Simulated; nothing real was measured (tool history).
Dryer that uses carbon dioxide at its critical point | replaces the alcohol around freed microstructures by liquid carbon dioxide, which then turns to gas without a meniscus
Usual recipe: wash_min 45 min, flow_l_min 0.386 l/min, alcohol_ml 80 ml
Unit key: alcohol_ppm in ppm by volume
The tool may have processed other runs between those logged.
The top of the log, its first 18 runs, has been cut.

{"run": 19, "hour": 560.9, "wash_min": 45, "flow_l_min": 0.386, "alcohol_ml": 22, "alcohol_ppm": 103}
{"run": 20, "hour": 594.6, "wash_min": 45, "flow_l_min": 0.386, "alcohol_ml": 41, "alcohol_ppm": 105}
{"run": 21, "hour": 637.4, "wash_min": 45, "flow_l_min": 0.386, "alcohol_ml": 80, "alcohol_ppm": 124}
{"run": 22, "hour": 680.1, "wash_min": 45, "flow_l_min": 0.386, "alcohol_ml": 80, "alcohol_ppm": 123}
{"run": 23, "hour": 697.9, "wash_min": 45, "flow_l_min": 0.386, "alcohol_ml": 80, "alcohol_ppm": 132}
{"run": 24, "hour": 727.1, "wash_min": 45, "flow_l_min": 0.386, "alcohol_ml": 80, "alcohol_ppm": 134}
{"hour": 746.7, "done": "inlet filter changed"}
{"run": 25, "hour": 758.5, "wash_min": 60, "flow_l_min": 0.271, "alcohol_ml": 80, "alcohol_ppm": 135}
{"run": 26, "hour": 778.2, "wash_min": 52, "flow_l_min": 0.234, "alcohol_ml": 70, "alcohol_ppm": 266}
{"run": 27, "hour": 805.2, "wash_min": 30, "flow_l_min": 0.523, "alcohol_ml": 85, "alcohol_ppm": 136}
{"run": 28, "hour": 843.9, "wash_min": 30, "flow_l_min": 0.523, "alcohol_ml": 85, "alcohol_ppm": 137}
{"run": 29, "hour": 869.6, "wash_min": 30, "flow_l_min": 0.523, "alcohol_ml": 85, "alcohol_ppm": 135}
{"run": 30, "hour": 890.4, "wash_min": 30, "flow_l_min": 0.523, "alcohol_ml": 85, "alcohol_ppm": 144}
{"run": 31, "hour": 918.1, "wash_min": 68, "flow_l_min": 0.491, "alcohol_ml": 68, "alcohol_ppm": 116}
{"run": 32, "hour": 940.2, "wash_min": 68, "flow_l_min": 0.491, "alcohol_ml": 68, "alcohol_ppm": 111}
{"run": 33, "hour": 972.5, "wash_min": 45, "flow_l_min": 0.36, "alcohol_ml": 82, "alcohol_ppm": 144}
{"run": 34, "hour": 1009.7, "wash_min": 32, "flow_l_min": 0.37, "alcohol_ml": 72, "alcohol_ppm": 326}
{"run": 35, "hour": 1035.3, "wash_min": 37, "flow_l_min": 0.364, "alcohol_ml": 101, "alcohol_ppm": 269}
{"run": 36, "hour": 1075.4, "wash_min": 34, "flow_l_min": 0.421, "alcohol_ml": 64, "alcohol_ppm": 189}
{"run": 37, "hour": 1095.4, "wash_min": 34, "flow_l_min": 0.355, "alcohol_ml": 64, "alcohol_ppm": 320}
{"run": 38, "hour": 1128.1, "wash_min": 40, "flow_l_min": 0.386, "alcohol_ml": 80, "alcohol_ppm": 169}
{"run": 39, "hour": 1161.4, "wash_min": 45, "flow_l_min": 0.386, "alcohol_ml": 44, "alcohol_ppm": 140}
{"run": 40, "hour": 1202.4, "wash_min": 66, "flow_l_min": 0.434, "alcohol_ml": 52, "alcohol_ppm": 118}
{"run": 41, "hour": 1221.2, "wash_min": 38, "flow_l_min": 0.248, "alcohol_ml": 85, "alcohol_ppm": 1186}
{"hour": 1229.7, "done": "inlet filter changed"}
{"run": 42, "hour": 1256.7, "wash_min": 34, "flow_l_min": 0.549, "alcohol_ml": 50, "alcohol_ppm": 119}
{"run": 43, "hour": 1298.6, "wash_min": 30, "flow_l_min": 0.386, "alcohol_ml": 51, "alcohol_ppm": 262}

Here are 5 independent what-if runs from the current tool condition. What would each one return?
{"run": "A", "hour": 1317.4, "wash_min": 47, "flow_l_min": 0.654, "alcohol_ml": 51, "alcohol_ppm": "?"}
{"run": "B", "hour": 1317.4, "wash_min": 33, "flow_l_min": 0.386, "alcohol_ml": 105, "alcohol_ppm": "?"}
{"run": "C", "hour": 1317.4, "wash_min": 46, "flow_l_min": 0.638, "alcohol_ml": 80, "alcohol_ppm": "?"}
{"run": "D", "hour": 1317.4, "wash_min": 46, "flow_l_min": 0.302, "alcohol_ml": 25, "alcohol_ppm": "?"}
{"run": "E", "hour": 1317.4, "wash_min": 46, "flow_l_min": 0.412, "alcohol_ml": 51, "alcohol_ppm": "?"}

run=A alcohol_ppm=130
run=B alcohol_ppm=301
run=C alcohol_ppm=128
run=D alcohol_ppm=155
run=E alcohol_ppm=132
With the hidden condition removed and each run's random variation left untouched, the same runs would have given:
run=A alcohol_ppm=8
run=B alcohol_ppm=150
run=C alcohol_ppm=4
run=D alcohol_ppm=30
run=E alcohol_ppm=7

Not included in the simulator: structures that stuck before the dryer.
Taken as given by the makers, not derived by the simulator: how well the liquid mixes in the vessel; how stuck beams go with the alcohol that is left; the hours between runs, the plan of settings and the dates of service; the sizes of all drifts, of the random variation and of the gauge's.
